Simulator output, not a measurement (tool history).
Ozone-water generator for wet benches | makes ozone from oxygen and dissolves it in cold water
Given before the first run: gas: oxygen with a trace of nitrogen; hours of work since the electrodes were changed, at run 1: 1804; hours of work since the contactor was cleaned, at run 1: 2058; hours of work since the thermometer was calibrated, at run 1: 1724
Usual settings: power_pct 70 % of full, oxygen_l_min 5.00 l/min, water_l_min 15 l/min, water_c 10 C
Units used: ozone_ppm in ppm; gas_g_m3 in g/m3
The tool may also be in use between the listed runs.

| run | day | power_pct | oxygen_l_min | water_l_min | water_c | hours of work since the electrodes were changed | hours of work since the contactor was cleaned | hours of work since the thermometer was calibrated | ozone_ppm | gas_g_m3 |
|---|---|---|---|---|---|---|---|---|---|---|
| 1 | 0.000 | 70 | 5.00 | 15 | 10 | 1804 | 2058 | 1724 | 35.5 | 250.5 |
| 2 | 1.638 | 70 | 5.00 | 13 | 10 | 1841 | 2096 | 1762 | 39.1 | 250.8 |
| 3 | 2.962 | 70 | 5.00 | 15 | 7 | 1872 | 2126 | 1793 | 36.7 | 252.0 |
| 4 | 4.567 | 70 | 5.00 | 15 | 7 | 1909 | 2163 | 1829 | 36.9 | 250.7 |
| 5 | 6.521 | 70 | 5.00 | 15 | 7 | 1954 | 2208 | 1874 | 36.7 | 252.6 |
| 6 | 7.683 | 70 | 5.00 | 15 | 7 | 1980 | 2235 | 1901 | 36.9 | 249.3 |
| 7 | 9.404 | 70 | 5.00 | 15 | 10 | 2020 | 2274 | 1941 | 34.6 | 248.9 |
| 8 | 10.371 | 70 | 5.00 | 15 | 10 | 2042 | 2296 | 1963 | 34.9 | 251.1 |
| 9 | 12.421 | 70 | 5.00 | 15 | 10 | 2089 | 2344 | 2010 | 34.9 | 250.6 |
| 10 | 14.279 | 70 | 5.00 | 15 | 10 | 2132 | 2386 | 2053 | 34.9 | 248.8 |
| 11 | 15.800 | 70 | 5.00 | 15 | 10 | 2167 | 2421 | 2088 | 35.1 | 250.7 |
| 12 | 17.962 | 70 | 5.00 | 15 | 10 | 2217 | 2471 | 2137 | 34.8 | 249.1 |
| 13 | 19.033 | 70 | 5.00 | 15 | 10 | 2241 | 2496 | 2162 | 34.4 | 249.0 |
| 14 | 20.479 | 70 | 5.00 | 15 | 10 | 2275 | 2529 | 2195 | 35.0 | 250.6 |
| 15 | 22.021 | 70 | 5.94 | 15 | 10 | 2310 | 2564 | 2231 | 34.5 | 227.8 |
| 16 | 23.654 | 70 | 5.00 | 18 | 8 | 2348 | 2602 | 2268 | 31.2 | 249.4 |
| 17 | 25.408 | 70 | 5.00 | 18 | 8 | 2388 | 2642 | 2309 | 30.8 | 248.2 |
| 18 | 26.488 | 70 | 6.57 | 15 | 8 | 2413 | 2667 | 2334 | 36.3 | 217.8 |
| 19 | 27.583 | 61 | 3.98 | 17 | 8 | 2438 | 2692 | 2359 | 28.1 | 251.2 |
| 20 | 28.712 | 61 | 3.98 | 17 | 8 | 2464 | 2718 | 2385 | 28.5 | 252.0 |

Run 21 is up next; what results do you expect?
| 21 | 29.942 | 87 | 5.00 | 22 | 10 | 2492 | 2747 | 2413 | ? | ? |

Run 21 yielded ozone_ppm 29.3 ppm, gas_g_m3 285.6 g/m3.
Without the tool's hidden state the same run would have given ozone_ppm 31.9 ppm, gas_g_m3 303.8 g/m3.

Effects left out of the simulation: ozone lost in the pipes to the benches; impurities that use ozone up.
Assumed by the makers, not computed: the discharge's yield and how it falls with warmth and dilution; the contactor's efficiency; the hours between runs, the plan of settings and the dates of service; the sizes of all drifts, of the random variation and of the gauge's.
